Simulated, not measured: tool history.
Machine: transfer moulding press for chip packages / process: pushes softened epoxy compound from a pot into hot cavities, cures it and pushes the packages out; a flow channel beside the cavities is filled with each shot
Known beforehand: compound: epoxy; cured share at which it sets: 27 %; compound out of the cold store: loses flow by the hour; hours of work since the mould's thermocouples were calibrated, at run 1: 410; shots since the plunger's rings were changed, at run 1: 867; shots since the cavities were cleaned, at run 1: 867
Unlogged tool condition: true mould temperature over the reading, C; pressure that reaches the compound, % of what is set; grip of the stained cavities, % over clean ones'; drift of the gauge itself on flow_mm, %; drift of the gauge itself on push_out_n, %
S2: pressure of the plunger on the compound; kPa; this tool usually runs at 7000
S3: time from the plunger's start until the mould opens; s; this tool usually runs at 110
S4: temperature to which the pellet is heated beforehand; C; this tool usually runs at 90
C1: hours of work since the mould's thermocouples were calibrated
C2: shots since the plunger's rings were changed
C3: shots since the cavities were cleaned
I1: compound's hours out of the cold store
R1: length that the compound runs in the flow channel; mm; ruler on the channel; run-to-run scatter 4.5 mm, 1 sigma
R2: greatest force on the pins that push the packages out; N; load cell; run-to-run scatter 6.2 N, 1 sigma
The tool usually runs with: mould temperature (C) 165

Run 1, day 0: usual settings; C1 410; C2 867; C3 867; I1 41.3. Result: R1 778 mm, R2 445 N.
At day 1.592: cavities cleaned with cleaning compound and waxed.
Run 2, day 1.7: usual settings; C1 430; C2 1176; C3 20; I1 32.8. Result: R1 819 mm, R2 253 N.
At day 3.717: mould's thermocouples calibrated.
Run 3, day 3.929: usual settings; C1 3; C2 1582; C3 426; I1 13.1. Result: R1 915 mm, R2 412 N.
Run 4, day 5.362: usual settings; C1 20; C2 1852; C3 696; I1 27.7. Result: R1 826 mm, R2 442 N.
Run 5, day 7.367: usual settings; C1 45; C2 2231; C3 1075; I1 47.8. Result: R1 726 mm, R2 478 N.
At day 7.817: cavities cleaned with cleaning compound and waxed.
Run 6, day 9.183: usual settings but S4 100 C; C1 66; C2 2562; C3 258; I1 18.4. Result: R1 870 mm, R2 339 N.
Run 7, day 11.267: usual settings; C1 92; C2 2955; C3 651; I1 38.4. Result: R1 761 mm, R2 410 N.
Run 8, day 13.204: usual settings but S2 7490 kPa; C1 115; C2 3321; C3 1017; I1 41.1. Result: R1 768 mm, R2 479 N.
At day 14.021: cavities cleaned with cleaning compound and waxed.
At day 14.217: mould's thermocouples calibrated, once more.
Run 9, day 14.95: usual settings but mould temperature (C) 171; C1 9; C2 3623; C3 160; I1 23.9. Result: R1 804 mm, R2 237 N.
Run 10, day 16.108: usual settings but mould temperature (C) 171; C1 23; C2 3842; C3 379; I1 18.7. Result: R1 833 mm, R2 294 N.
At day 17.396: plunger's sealing rings changed.
Run 11, day 18.004: usual settings but mould temperature (C) 171; C1 45; C2 115; C3 717; I1 41. Result: R1 779 mm, R2 346 N.
Run 12, day 19.462: usual settings; C1 63; C2 391; C3 993; I1 35.2. Result: R1 814 mm, R2 462 N.
At day 20.367: cavities cleaned with cleaning compound and waxed.
Run 13, day 21.483: usual settings but mould temperature (C) 159; C1 87; C2 761; C3 211; I1 13. Result: R1 940 mm, R2 476 N.
Run 14, day 23.154: usual settings but mould temperature (C) 159; C1 107; C2 1076; C3 526; I1 17.2. Result: R1 904 mm, R2 621 N.
Run 15, day 25.375: usual settings but mould temperature (C) 159; C1 134; C2 1495; C3 945; I1 46.7. Result: R1 750 mm, R2 615 N.
At day 26.6: cavities cleaned with cleaning compound and waxed.
Run 16, day 27.108: usual settings but mould temperature (C) 172, S2 7180 kPa, S3 116 s, S4 82 C; C1 155; C2 1811; C3 96; I1 25.1. Result: R1 841 mm, R2 221 N.

Predict the results of run 17:
Run 17, day 28.879: usual settings but mould temperature (C) 160, S2 7180 kPa, S3 96 s, S4 82 C; C1 176; C2 2145; C3 430; I1 12. Result: R1 ?, R2 ?.

R1: 934 mm
R2: 733 N
Were there no unlogged condition in the tool, this run, its random variation unchanged, would have produced R1 971 mm, R2 458 N.
